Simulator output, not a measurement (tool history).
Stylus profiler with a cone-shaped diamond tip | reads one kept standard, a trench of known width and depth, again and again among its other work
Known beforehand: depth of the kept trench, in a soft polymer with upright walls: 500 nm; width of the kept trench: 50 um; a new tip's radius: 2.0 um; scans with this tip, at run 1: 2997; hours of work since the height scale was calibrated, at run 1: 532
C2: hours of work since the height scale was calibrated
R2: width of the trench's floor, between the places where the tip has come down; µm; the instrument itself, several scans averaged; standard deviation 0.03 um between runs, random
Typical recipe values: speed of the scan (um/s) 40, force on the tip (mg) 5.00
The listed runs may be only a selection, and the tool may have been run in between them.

{"run": 1, "hour": 0.0, "speed of the scan (um/s)": 40, "force on the tip (mg)": 5.0, "scans with this tip": 2997, "C2": 532, "depth of the trench (Å)": 5067.9, "R2": 46.9}
{"run": 2, "hour": 23.0, "speed of the scan (um/s)": 40, "force on the tip (mg)": 5.0, "scans with this tip": 3073, "C2": 545, "depth of the trench (Å)": 5066.7, "R2": 46.95}
{"run": 3, "hour": 45.9, "speed of the scan (um/s)": 40, "force on the tip (mg)": 14.08, "scans with this tip": 3148, "C2": 559, "depth of the trench (Å)": 5145.0, "R2": 47.0}
{"run": 4, "hour": 74.5, "speed of the scan (um/s)": 40, "force on the tip (mg)": 5.0, "scans with this tip": 3242, "C2": 575, "depth of the trench (Å)": 5068.2, "R2": 46.83}
{"run": 5, "hour": 96.5, "speed of the scan (um/s)": 40, "force on the tip (mg)": 5.0, "scans with this tip": 3314, "C2": 588, "depth of the trench (Å)": 5065.6, "R2": 46.93}
{"run": 6, "hour": 110.2, "speed of the scan (um/s)": 40, "force on the tip (mg)": 5.0, "scans with this tip": 3359, "C2": 596, "depth of the trench (Å)": 5065.6, "R2": 46.93}
{"run": 7, "hour": 124.8, "speed of the scan (um/s)": 29, "force on the tip (mg)": 5.0, "scans with this tip": 3407, "C2": 605, "depth of the trench (Å)": 5062.7, "R2": 46.96}
{"run": 8, "hour": 138.8, "speed of the scan (um/s)": 29, "force on the tip (mg)": 5.0, "scans with this tip": 3453, "C2": 613, "depth of the trench (Å)": 5064.0, "R2": 46.93}
{"run": 9, "hour": 151.0, "speed of the scan (um/s)": 40, "force on the tip (mg)": 5.0, "scans with this tip": 3493, "C2": 620, "depth of the trench (Å)": 5064.0, "R2": 46.93}
{"run": 10, "hour": 175.2, "speed of the scan (um/s)": 115, "force on the tip (mg)": 5.0, "scans with this tip": 3573, "C2": 634, "depth of the trench (Å)": 5063.1, "R2": 46.56}
{"run": 11, "hour": 186.7, "speed of the scan (um/s)": 115, "force on the tip (mg)": 5.0, "scans with this tip": 3611, "C2": 641, "depth of the trench (Å)": 5063.8, "R2": 46.55}
{"run": 12, "hour": 207.5, "speed of the scan (um/s)": 76, "force on the tip (mg)": 5.0, "scans with this tip": 3679, "C2": 653, "depth of the trench (Å)": 5065.3, "R2": 46.74}
{"run": 13, "hour": 228.6, "speed of the scan (um/s)": 40, "force on the tip (mg)": 3.77, "scans with this tip": 3748, "C2": 665, "depth of the trench (Å)": 5047.9, "R2": 46.86}
{"run": 14, "hour": 252.2, "speed of the scan (um/s)": 96, "force on the tip (mg)": 5.0, "scans with this tip": 3826, "C2": 679, "depth of the trench (Å)": 5063.3, "R2": 46.68}
{"run": 15, "hour": 274.5, "speed of the scan (um/s)": 40, "force on the tip (mg)": 5.0, "scans with this tip": 3899, "C2": 692, "depth of the trench (Å)": 5060.5, "R2": 46.85}
{"run": 16, "hour": 289.7, "speed of the scan (um/s)": 40, "force on the tip (mg)": 5.0, "scans with this tip": 3949, "C2": 701, "depth of the trench (Å)": 5062.2, "R2": 46.87}
{"run": 17, "hour": 306.9, "speed of the scan (um/s)": 22, "force on the tip (mg)": 5.0, "scans with this tip": 4006, "C2": 711, "depth of the trench (Å)": 5063.4, "R2": 46.87}
{"run": 18, "hour": 324.3, "speed of the scan (um/s)": 40, "force on the tip (mg)": 5.0, "scans with this tip": 4063, "C2": 721, "depth of the trench (Å)": 5060.8, "R2": 46.82}
{"run": 19, "hour": 342.2, "speed of the scan (um/s)": 40, "force on the tip (mg)": 5.0, "scans with this tip": 4122, "C2": 732, "depth of the trench (Å)": 5062.4, "R2": 46.88}
{"run": 20, "hour": 368.4, "speed of the scan (um/s)": 40, "force on the tip (mg)": 5.0, "scans with this tip": 4208, "C2": 747, "depth of the trench (Å)": 5062.6, "R2": 46.82}
{"run": 21, "hour": 383.7, "speed of the scan (um/s)": 40, "force on the tip (mg)": 5.0, "scans with this tip": 4258, "C2": 756, "depth of the trench (Å)": 5061.5, "R2": 46.82}
{"run": 22, "hour": 407.0, "speed of the scan (um/s)": 40, "force on the tip (mg)": 5.74, "scans with this tip": 4335, "C2": 769, "depth of the trench (Å)": 5068.7, "R2": 46.82}
{"run": 23, "hour": 421.5, "speed of the scan (um/s)": 40, "force on the tip (mg)": 5.74, "scans with this tip": 4383, "C2": 778, "depth of the trench (Å)": 5066.9, "R2": 46.83}
{"run": 24, "hour": 433.1, "speed of the scan (um/s)": 40, "force on the tip (mg)": 5.74, "scans with this tip": 4421, "C2": 785, "depth of the trench (Å)": 5068.8, "R2": 46.88}
{"run": 25, "hour": 454.7, "speed of the scan (um/s)": 40, "force on the tip (mg)": 5.74, "scans with this tip": 4492, "C2": 797, "depth of the trench (Å)": 5069.6, "R2": 46.84}
{"hour": 464.3, "done": "height scale calibrated on a step standard"}
{"run": 26, "hour": 475.9, "speed of the scan (um/s)": 14, "force on the tip (mg)": 6.38, "scans with this tip": 4560, "C2": 7, "depth of the trench (Å)": 5092.5, "R2": 46.98}
{"run": 27, "hour": 498.3, "speed of the scan (um/s)": 14, "force on the tip (mg)": 6.38, "scans with this tip": 4634, "C2": 20, "depth of the trench (Å)": 5092.5, "R2": 46.93}
{"run": 28, "hour": 517.0, "speed of the scan (um/s)": 20, "force on the tip (mg)": 8.34, "scans with this tip": 4695, "C2": 31, "depth of the trench (Å)": 5111.1, "R2": 46.87}
{"run": 29, "hour": 537.7, "speed of the scan (um/s)": 20, "force on the tip (mg)": 8.34, "scans with this tip": 4763, "C2": 43, "depth of the trench (Å)": 5112.5, "R2": 46.94}
{"run": 30, "hour": 560.3, "speed of the scan (um/s)": 75, "force on the tip (mg)": 4.44, "scans with this tip": 4837, "C2": 56, "depth of the trench (Å)": 5073.9, "R2": 46.61}
{"run": 31, "hour": 576.4, "speed of the scan (um/s)": 34, "force on the tip (mg)": 10.88, "scans with this tip": 4890, "C2": 65, "depth of the trench (Å)": 5132.1, "R2": 46.86}
{"run": 32, "hour": 589.0, "speed of the scan (um/s)": 146, "force on the tip (mg)": 8.72, "scans with this tip": 4932, "C2": 73, "depth of the trench (Å)": 5115.3, "R2": 46.52}
{"run": 33, "hour": 602.8, "speed of the scan (um/s)": 146, "force on the tip (mg)": 8.72, "scans with this tip": 4977, "C2": 81, "depth of the trench (Å)": 5116.4, "R2": 46.49}
{"run": 34, "hour": 614.9, "speed of the scan (um/s)": 146, "force on the tip (mg)": 8.72, "scans with this tip": 5017, "C2": 88, "depth of the trench (Å)": 5114.2, "R2": 46.49}
{"run": 35, "hour": 637.9, "speed of the scan (um/s)": 15, "force on the tip (mg)": 2.04, "scans with this tip": 5092, "C2": 101, "depth of the trench (Å)": 5042.2, "R2": 46.89}
{"run": 36, "hour": 652.2, "speed of the scan (um/s)": 27, "force on the tip (mg)": 3.88, "scans with this tip": 5140, "C2": 110, "depth of the trench (Å)": 5064.7, "R2": 46.83}
{"run": 37, "hour": 679.4, "speed of the scan (um/s)": 156, "force on the tip (mg)": 12.83, "scans with this tip": 5229, "C2": 126, "depth of the trench (Å)": 5148.8, "R2": 46.53}
{"run": 38, "hour": 702.1, "speed of the scan (um/s)": 156, "force on the tip (mg)": 12.83, "scans with this tip": 5304, "C2": 139, "depth of the trench (Å)": 5148.5, "R2": 46.54}
{"run": 39, "hour": 724.9, "speed of the scan (um/s)": 31, "force on the tip (mg)": 2.5, "scans with this tip": 5379, "C2": 152, "depth of the trench (Å)": 5047.1, "R2": 46.79}
{"run": 40, "hour": 753.5, "speed of the scan (um/s)": 55, "force on the tip (mg)": 4.14, "scans with this tip": 5473, "C2": 169, "depth of the trench (Å)": 5064.5, "R2": 46.66}
{"run": 41, "hour": 780.4, "speed of the scan (um/s)": 40, "force on the tip (mg)": 2.77, "scans with this tip": 5561, "C2": 184, "depth of the trench (Å)": 5049.4, "R2": 46.72}
{"run": 42, "hour": 808.7, "speed of the scan (um/s)": 40, "force on the tip (mg)": 3.57, "scans with this tip": 5654, "C2": 201, "depth of the trench (Å)": 5060.3, "R2": 46.75}
{"run": 43, "hour": 836.4, "speed of the scan (um/s)": 90, "force on the tip (mg)": 3.57, "scans with this tip": 5745, "C2": 217, "depth of the trench (Å)": 5057.8, "R2": 46.51}
{"run": 44, "hour": 861.6, "speed of the scan (um/s)": 90, "force on the tip (mg)": 3.57, "scans with this tip": 5828, "C2": 232, "depth of the trench (Å)": 5059.2, "R2": 46.44}
{"run": 45, "hour": 887.0, "speed of the scan (um/s)": 90, "force on the tip (mg)": 3.57, "scans with this tip": 5911, "C2": 247, "depth of the trench (Å)": 5058.0, "R2": 46.43}
{"run": 46, "hour": 911.0, "speed of the scan (um/s)": 90, "force on the tip (mg)": 3.57, "scans with this tip": 5990, "C2": 261, "depth of the trench (Å)": 5059.6, "R2": 46.42}
{"run": 47, "hour": 927.0, "speed of the scan (um/s)": 74, "force on the tip (mg)": 4.7, "scans with this tip": 6043, "C2": 270, "depth of the trench (Å)": 5071.8, "R2": 46.54}

Pick out some run-to-run changes in depth of the trench (Å). Of each, how much would a tool without hidden state show as well, from the settings, what came in and chance, and how much is left for the hidden state and any gauge scatter not in both results compared?
Hidden conditions of the tool in this case: radius of the tip, um; height scale over the true one, %; drift of the gauge itself on depth_nm, %; drift of the gauge itself on floor_um, %.
Run 2 -> 3: force on the tip (mg) 5.00 -> 14.08. depth of the trench (Å) +78.3: hidden state -0.5, all else +78.8.
Run 9 -> 10: speed of the scan (um/s) 40 -> 115. depth of the trench (Å) -0.9: hidden state -0.4, all else -0.5.
Run 25 -> 26: speed of the scan (um/s) 40 -> 14, force on the tip (mg) 5.74 -> 6.38, height scale calibrated on a step standard. depth of the trench (Å) +22.9: hidden state +19.2, all else +3.7.
Run 36 -> 37: speed of the scan (um/s) 27 -> 156, force on the tip (mg) 3.88 -> 12.83. depth of the trench (Å) +84.1: hidden state -0.4, all else +84.5.
Run 38 -> 39: speed of the scan (um/s) 156 -> 31, force on the tip (mg) 12.83 -> 2.50. depth of the trench (Å) -101.4: hidden state -0.3, all else -101.1.
